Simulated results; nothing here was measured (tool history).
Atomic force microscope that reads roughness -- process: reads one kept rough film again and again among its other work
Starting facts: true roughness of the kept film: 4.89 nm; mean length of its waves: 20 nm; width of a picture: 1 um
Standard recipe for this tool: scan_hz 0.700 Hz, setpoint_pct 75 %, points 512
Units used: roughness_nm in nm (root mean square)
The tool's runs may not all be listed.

Run 1, hour 0.0: usual settings. Result: roughness_nm 2.898 nm (root mean square).
At hour 41.3: new tip fitted.
Run 2, hour 65.5: usual settings. Result: roughness_nm 3.310 nm (root mean square).
Run 3, hour 94.8: usual settings. Result: roughness_nm 2.818 nm (root mean square).
At hour 129.7: new tip fitted.
Run 4, hour 149.9: usual settings but scan_hz 1.548 Hz. Result: roughness_nm 3.166 nm (root mean square).
Run 5, hour 190.3: usual settings but scan_hz 1.548 Hz, points 902. Result: roughness_nm 2.634 nm (root mean square).
At hour 214.3: new tip fitted.
Run 6, hour 222.6: usual settings. Result: roughness_nm 3.596 nm (root mean square).
Run 7, hour 254.3: usual settings. Result: roughness_nm 2.964 nm (root mean square).
Run 8, hour 289.5: usual settings. Result: roughness_nm 2.511 nm (root mean square).
At hour 299.3: new tip fitted.
Run 9, hour 329.8: usual settings. Result: roughness_nm 3.163 nm (root mean square).
Run 10, hour 366.4: usual settings but setpoint_pct 73 %. Result: roughness_nm 2.664 nm (root mean square).
At hour 387.3: new tip fitted.
Run 11, hour 398.7: usual settings. Result: roughness_nm 3.469 nm (root mean square).
Run 12, hour 441.1: usual settings. Result: roughness_nm 2.718 nm (root mean square).
At hour 475.2: new tip fitted.
Run 13, hour 508.6: usual settings but setpoint_pct 79 %. Result: roughness_nm 3.110 nm (root mean square).
Run 14, hour 558.0: usual settings but scan_hz 2.821 Hz, setpoint_pct 79 %. Result: roughness_nm 2.147 nm (root mean square).
At hour 563.8: new tip fitted.
Run 15, hour 602.9: usual settings but scan_hz 2.821 Hz, setpoint_pct 79 %. Result: roughness_nm 2.600 nm (root mean square).
At hour 649.2: new tip fitted.
Run 16, hour 661.3: usual settings. Result: roughness_nm 3.540 nm (root mean square).
Run 17, hour 712.6: usual settings. Result: roughness_nm 2.611 nm (root mean square).
At hour 733.5: new tip fitted.
Run 18, hour 745.9: usual settings. Result: roughness_nm 3.512 nm (root mean square).
Run 19, hour 807.8: usual settings. Result: roughness_nm 2.624 nm (root mean square).
At hour 820.0: new tip fitted.
Run 20, hour 840.2: usual settings. Result: roughness_nm 3.362 nm (root mean square).
Run 21, hour 890.4: usual settings but setpoint_pct 60 %. Result: roughness_nm 2.598 nm (root mean square).
At hour 904.8: new tip fitted.
Run 22, hour 921.3: usual settings but setpoint_pct 60 %. Result: roughness_nm 3.509 nm (root mean square).
Run 23, hour 971.8: usual settings but scan_hz 0.714 Hz, setpoint_pct 71 %. Result: roughness_nm 2.629 nm (root mean square).
At hour 989.2: new tip fitted.
Run 24, hour 1030.2: usual settings but scan_hz 0.714 Hz, setpoint_pct 71 %. Result: roughness_nm 3.018 nm (root mean square).
At hour 1077.4: new tip fitted.
Run 25, hour 1099.6: usual settings but scan_hz 0.714 Hz, setpoint_pct 71 %. Result: roughness_nm 3.372 nm (root mean square).
Run 26, hour 1138.5: usual settings but scan_hz 0.714 Hz, setpoint_pct 71 %. Result: roughness_nm 2.760 nm (root mean square).
At hour 1164.1: new tip fitted.
Run 27, hour 1192.5: usual settings but scan_hz 0.714 Hz, setpoint_pct 71 %. Result: roughness_nm 3.201 nm (root mean square).
Run 28, hour 1244.8: usual settings but scan_hz 0.911 Hz, setpoint_pct 65 %, points 946. Result: roughness_nm 2.546 nm (root mean square).
At hour 1250.3: new tip fitted.
At hour 1256.2: height scale calibrated on a step standard.
Run 29, hour 1298.8: usual settings but scan_hz 0.911 Hz, setpoint_pct 65 %, points 946. Result: roughness_nm 2.873 nm (root mean square).
At hour 1335.3: new tip fitted.
Run 30, hour 1340.9: usual settings but setpoint_pct 67 %, points 468. Result: roughness_nm 3.600 nm (root mean square).
Run 31, hour 1387.8: usual settings but scan_hz 3.116 Hz, setpoint_pct 63 %, points 278. Result: roughness_nm 2.496 nm (root mean square).
At hour 1420.8: new tip fitted.
Run 32, hour 1452.6: usual settings but scan_hz 3.116 Hz, setpoint_pct 63 %, points 278. Result: roughness_nm 2.810 nm (root mean square).
At hour 1507.4: new tip fitted.
Run 33, hour 1508.0: usual settings but scan_hz 3.989 Hz, points 596. Result: roughness_nm 3.066 nm (root mean square).
Run 34, hour 1552.3: usual settings but scan_hz 2.648 Hz, setpoint_pct 73 %, points 292. Result: roughness_nm 2.604 nm (root mean square).
Run 35, hour 1589.1: usual settings but scan_hz 1.966 Hz. Result: roughness_nm 2.276 nm (root mean square).
At hour 1595.9: new tip fitted.
Run 36, hour 1659.3: usual settings but scan_hz 1.966 Hz, setpoint_pct 59 %, points 436. Result: roughness_nm 2.619 nm (root mean square).
At hour 1683.9: new tip fitted.
Run 37, hour 1711.8: usual settings but scan_hz 1.776 Hz, setpoint_pct 83 %, points 436. Result: roughness_nm 2.811 nm (root mean square).
Run 38, hour 1746.5: usual settings but scan_hz 1.348 Hz, setpoint_pct 57 %, points 386. Result: roughness_nm 2.628 nm (root mean square).
At hour 1769.3: new tip fitted.
Run 39, hour 1811.8: usual settings but scan_hz 0.920 Hz, setpoint_pct 57 %, points 683. Result: roughness_nm 3.073 nm (root mean square).
At hour 1855.9: new tip fitted.
Run 40, hour 1877.7: usual settings but scan_hz 0.920 Hz, setpoint_pct 57 %, points 683. Result: roughness_nm 3.398 nm (root mean square).
Run 41, hour 1912.6: usual settings but scan_hz 0.726 Hz, setpoint_pct 72 %. Result: roughness_nm 2.731 nm (root mean square).
At hour 1943.8: new tip fitted.
Run 42, hour 1958.2: usual settings but scan_hz 1.729 Hz, setpoint_pct 86 %, points 325. Result: roughness_nm 2.931 nm (root mean square).
Run 43, hour 2024.8: usual settings but scan_hz 1.729 Hz, setpoint_pct 62 %, points 646. Result: roughness_nm 2.414 nm (root mean square).
At hour 2031.8: new tip fitted.
Run 44, hour 2054.1: usual settings but scan_hz 1.711 Hz, setpoint_pct 62 %, points 646. Result: roughness_nm 3.229 nm (root mean square).

Consider 4 possible next runs. They are alternatives, not a sequence: every one starts from the tool as it was left by run 44. What does each give?
Run A, hour 2085.7: usual settings but scan_hz 2.409 Hz, setpoint_pct 71 %, points 584. Result: roughness_nm ?.
Run B, hour 2085.7: usual settings but scan_hz 1.711 Hz, setpoint_pct 64 %, points 277. Result: roughness_nm ?.
Run C, hour 2085.7: usual settings but scan_hz 3.928 Hz, setpoint_pct 81 %, points 646. Result: roughness_nm ?.
Run D, hour 2085.7: usual settings but scan_hz 2.150 Hz, setpoint_pct 62 %, points 280. Result: roughness_nm ?.

run  roughness_nm
  A         2.580
  B         2.656
  C         2.175
  D         2.655
The same runs, with their run-to-run variation unchanged, on a tool lacking any hidden condition would have given:
run  roughness_nm
  A         3.496
  B         3.600
  C         2.949
  D         3.600
